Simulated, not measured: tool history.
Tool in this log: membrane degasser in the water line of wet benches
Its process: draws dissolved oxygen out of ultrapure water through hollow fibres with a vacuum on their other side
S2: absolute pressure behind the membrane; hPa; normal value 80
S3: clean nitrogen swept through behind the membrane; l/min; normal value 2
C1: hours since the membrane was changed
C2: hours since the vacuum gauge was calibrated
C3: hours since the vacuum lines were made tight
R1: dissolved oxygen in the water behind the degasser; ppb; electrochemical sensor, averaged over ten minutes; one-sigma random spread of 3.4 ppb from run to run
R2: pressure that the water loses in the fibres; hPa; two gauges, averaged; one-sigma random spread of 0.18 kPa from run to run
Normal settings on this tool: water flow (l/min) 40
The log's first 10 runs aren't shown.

run 11 hour=479.7 | water_flow_(l/min)=40 S2=80 S3=2 | C1=746 C2=4709 C3=7643 | R1=350.8 R2=346.5
run 12 hour=542 | water_flow_(l/min)=40 S2=80 S3=0.85 | C1=809 C2=4772 C3=7705 | R1=561.7 R2=342.8
-- hour=546.1 vacuum gauge calibrated
run 13 hour=600.7 | water_flow_(l/min)=40 S2=80 S3=2 | C1=867 C2=55 C3=7764 | R1=356.8 R2=342
-- hour=656.3 vacuum gauge calibrated, once more
run 14 hour=661.9 | water_flow_(l/min)=40 S2=80 S3=2 | C1=928 C2=6 C3=7824 | R1=344.7 R2=348.6
run 15 hour=702.2 | water_flow_(l/min)=40 S2=80 S3=2 | C1=968 C2=46 C3=7865 | R1=347.9 R2=342.2
run 16 hour=750.6 | water_flow_(l/min)=40 S2=80 S3=2 | C1=1016 C2=94 C3=7913 | R1=347.8 R2=342
run 17 hour=808.8 | water_flow_(l/min)=47 S2=185 S3=2 | C1=1075 C2=153 C3=7971 | R1=878.2 R2=404.3
run 18 hour=850.3 | water_flow_(l/min)=38 S2=80.3 S3=2 | C1=1116 C2=194 C3=8013 | R1=328 R2=326.1
run 19 hour=910.3 | water_flow_(l/min)=47 S2=80.3 S3=3.01 | C1=1176 C2=254 C3=8073 | R1=354.6 R2=407.1
run 20 hour=963.1 | water_flow_(l/min)=47 S2=80.3 S3=3.01 | C1=1229 C2=307 C3=8126 | R1=347.6 R2=405
run 21 hour=1018.4 | water_flow_(l/min)=30 S2=77.5 S3=1.62 | C1=1284 C2=362 C3=8181 | R1=272.1 R2=255
run 22 hour=1067.6 | water_flow_(l/min)=30 S2=77.5 S3=1.62 | C1=1333 C2=411 C3=8230 | R1=268.4 R2=257.3
run 23 hour=1110.5 | water_flow_(l/min)=30 S2=77.5 S3=1.62 | C1=1376 C2=454 C3=8273 | R1=272.4 R2=255.4
run 24 hour=1172.1 | water_flow_(l/min)=30 S2=77.5 S3=1.62 | C1=1438 C2=516 C3=8335 | R1=267.6 R2=260.6
run 25 hour=1208.9 | water_flow_(l/min)=40 S2=80 S3=4.12 | C1=1475 C2=553 C3=8371 | R1=249.4 R2=345.4
run 26 hour=1245.3 | water_flow_(l/min)=40 S2=50.6 S3=5.82 | C1=1511 C2=589 C3=8408 | R1=173.2 R2=344.6
run 27 hour=1288.5 | water_flow_(l/min)=40 S2=50.6 S3=5.82 | C1=1554 C2=632 C3=8451 | R1=176.1 R2=346.6
run 28 hour=1326 | water_flow_(l/min)=54 S2=68.7 S3=2.45 | C1=1592 C2=670 C3=8488 | R1=401.1 R2=463.5
run 29 hour=1381 | water_flow_(l/min)=50 S2=80 S3=0.94 | C1=1647 C2=725 C3=8543 | R1=641.6 R2=432.4
run 30 hour=1409.1 | water_flow_(l/min)=26 S2=80 S3=2.73 | C1=1675 C2=753 C3=8572 | R1=171.9 R2=230.4
run 31 hour=1440.4 | water_flow_(l/min)=26 S2=80 S3=2.73 | C1=1706 C2=784 C3=8603 | R1=171.2 R2=225.8
run 32 hour=1469.3 | water_flow_(l/min)=40 S2=80 S3=2.51 | C1=1735 C2=813 C3=8632 | R1=312.8 R2=340.5

Below are 4 alternative next runs, each starting from the tool's condition after run 32. Predict each:
run A hour=1517.5 | water_flow_(l/min)=40 S2=107.4 S3=2.51 | C1=1783 C2=861 C3=8680 | R1=? R2=?
run B hour=1517.5 | water_flow_(l/min)=31 S2=103.9 S3=2.51 | C1=1783 C2=861 C3=8680 | R1=? R2=?
run C hour=1517.5 | water_flow_(l/min)=27 S2=176.7 S3=1.15 | C1=1783 C2=861 C3=8680 | R1=? R2=?
run D hour=1517.5 | water_flow_(l/min)=40 S2=165.2 S3=2 | C1=1783 C2=861 C3=8680 | R1=? R2=?

run=A R1=406.7 R2=342.7
run=B R1=288.3 R2=267.9
run=C R1=754.4 R2=232.8
run=D R1=677.8 R2=346.8
Stripped of hidden state, with their random variation kept, the same runs would have yielded:
run=A R1=398 R2=339.6
run=B R1=281 R2=265.5
run=C R1=742.8 R2=230.7
run=D R1=667.3 R2=343.7
